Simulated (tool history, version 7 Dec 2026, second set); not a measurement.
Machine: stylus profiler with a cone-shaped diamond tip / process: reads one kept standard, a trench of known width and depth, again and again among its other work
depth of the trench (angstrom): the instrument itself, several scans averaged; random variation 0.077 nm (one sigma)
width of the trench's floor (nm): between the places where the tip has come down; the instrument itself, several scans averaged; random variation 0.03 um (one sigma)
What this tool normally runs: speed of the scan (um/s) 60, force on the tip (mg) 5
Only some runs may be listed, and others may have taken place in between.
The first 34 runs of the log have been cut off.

run,hour,speed of the scan (um/s),force on the tip (mg),scans with this tip,hours of work since the height scale was calibrated,depth of the trench (angstrom),width of the trench's floor (nm)
35,2882.9,37,1.72,17439,610,1015.5,97230
36,2962.7,227,1.88,17770,652,1015.8,95990
37,3060.6,231,5,18175,703,1030,96480
38,3157.8,56,5,18577,754,1029.3,97170
39,3261.4,75,3.25,19006,809,1021.8,97090
40,3313.1,63,2.56,19220,836,1020.2,97100
41,3424,175,2.76,19678,894,1020.4,96440
42,3534.3,175,2.76,20135,952,1022.1,96460
43,3593.8,21,3.81,20381,983,1026.4,97250
44,3701.3,21,3.81,20826,1039,1026.1,97250
45,3812.4,21,3.81,21286,1097,1026.9,97280

Here are 5 independent what-if runs from the current tool condition. What would each one return?
A,3931.9,54,2.06,21781,1160,?,?
B,3931.9,154,7.31,21781,1160,?,?
C,3931.9,37,2.02,21781,1160,?,?
D,3931.9,113,2.72,21781,1160,?,?
E,3931.9,125,5,21781,1160,?,?

run,depth of the trench (angstrom),width of the trench's floor (nm)
A,1019.2,97000
B,1037.9,96810
C,1019.5,97070
D,1022.4,96680
E,1030.6,96830
Stripped of hidden state, with their random variation kept, the same runs would have yielded:
run,depth of the trench (angstrom),width of the trench's floor (nm)
A,1013.4,97690
B,1031.9,97500
C,1013.7,97760
D,1016.5,97370
E,1024.7,97520
